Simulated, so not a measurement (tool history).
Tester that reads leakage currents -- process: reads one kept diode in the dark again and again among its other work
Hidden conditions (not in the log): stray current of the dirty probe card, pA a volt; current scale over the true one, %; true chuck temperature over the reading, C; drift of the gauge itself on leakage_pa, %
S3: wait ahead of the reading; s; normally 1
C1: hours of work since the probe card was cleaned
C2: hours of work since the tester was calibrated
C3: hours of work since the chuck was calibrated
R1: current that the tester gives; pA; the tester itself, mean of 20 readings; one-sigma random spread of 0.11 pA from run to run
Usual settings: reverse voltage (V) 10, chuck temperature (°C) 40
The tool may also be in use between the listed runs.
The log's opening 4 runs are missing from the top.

{"run": 5, "hour": 587.7, "reverse voltage (V)": 10, "chuck temperature (°C)": 40, "S3": 6.27, "C1": 177, "C2": 2498, "C3": 1426, "R1": 34.88}
{"run": 6, "hour": 773.2, "reverse voltage (V)": 10, "chuck temperature (°C)": 40, "S3": 6.27, "C1": 294, "C2": 2615, "C3": 1543, "R1": 36.44}
{"run": 7, "hour": 951.0, "reverse voltage (V)": 10, "chuck temperature (°C)": 40, "S3": 6.27, "C1": 407, "C2": 2727, "C3": 1656, "R1": 37.88}
{"run": 8, "hour": 1124.5, "reverse voltage (V)": 10, "chuck temperature (°C)": 40, "S3": 6.27, "C1": 516, "C2": 2837, "C3": 1765, "R1": 39.54}
{"run": 9, "hour": 1207.5, "reverse voltage (V)": 10, "chuck temperature (°C)": 40, "S3": 6.27, "C1": 568, "C2": 2889, "C3": 1817, "R1": 39.95}
{"run": 10, "hour": 1362.9, "reverse voltage (V)": 10, "chuck temperature (°C)": 40, "S3": 6.27, "C1": 667, "C2": 2987, "C3": 1916, "R1": 41.2}
{"run": 11, "hour": 1480.9, "reverse voltage (V)": 10, "chuck temperature (°C)": 40, "S3": 6.27, "C1": 741, "C2": 3062, "C3": 1990, "R1": 42.3}
{"hour": 1651.3, "done": "chuck's temperature calibrated"}
{"run": 12, "hour": 1655.2, "reverse voltage (V)": 10, "chuck temperature (°C)": 40, "S3": 1, "C1": 850, "C2": 3170, "C3": 2, "R1": 48.34}
{"run": 13, "hour": 1825.9, "reverse voltage (V)": 10, "chuck temperature (°C)": 40, "S3": 1, "C1": 958, "C2": 3278, "C3": 110, "R1": 49.68}
{"run": 14, "hour": 1993.6, "reverse voltage (V)": 10, "chuck temperature (°C)": 40, "S3": 1, "C1": 1063, "C2": 3384, "C3": 216, "R1": 51.08}
{"run": 15, "hour": 2147.5, "reverse voltage (V)": 10, "chuck temperature (°C)": 40, "S3": 1, "C1": 1161, "C2": 3481, "C3": 313, "R1": 51.91}
{"run": 16, "hour": 2239.0, "reverse voltage (V)": 10, "chuck temperature (°C)": 40, "S3": 1, "C1": 1218, "C2": 3539, "C3": 371, "R1": 52.89}
{"run": 17, "hour": 2376.8, "reverse voltage (V)": 9.9, "chuck temperature (°C)": 54, "S3": 8.45, "C1": 1305, "C2": 3626, "C3": 458, "R1": 119.51}
{"run": 18, "hour": 2481.8, "reverse voltage (V)": 10, "chuck temperature (°C)": 25, "S3": 1, "C1": 1372, "C2": 3692, "C3": 524, "R1": 29.8}
{"hour": 2554.9, "done": "chuck's temperature calibrated, once more"}
{"run": 19, "hour": 2604.8, "reverse voltage (V)": 3.8, "chuck temperature (°C)": 51, "S3": 1.57, "C1": 1448, "C2": 3769, "C3": 31, "R1": 57.96}
{"run": 20, "hour": 2784.9, "reverse voltage (V)": 3.8, "chuck temperature (°C)": 58, "S3": 1.57, "C1": 1562, "C2": 3882, "C3": 145, "R1": 93.16}
{"run": 21, "hour": 2910.7, "reverse voltage (V)": 3.8, "chuck temperature (°C)": 58, "S3": 1.57, "C1": 1641, "C2": 3962, "C3": 225, "R1": 93.97}
{"run": 22, "hour": 3084.9, "reverse voltage (V)": 10.3, "chuck temperature (°C)": 35, "S3": 2.07, "C1": 1751, "C2": 4072, "C3": 335, "R1": 43.61}

Run 23 has not been measured yet. What should we expect?
{"run": 23, "hour": 3268.4, "reverse voltage (V)": 10.3, "chuck temperature (°C)": 35, "S3": 2.07, "C1": 1867, "C2": 4187, "C3": 450, "R1": "?"}

{"run 23": {"R1": 45.32}}
Without the tool's hidden state the same run would have given R1 22.3 pA.
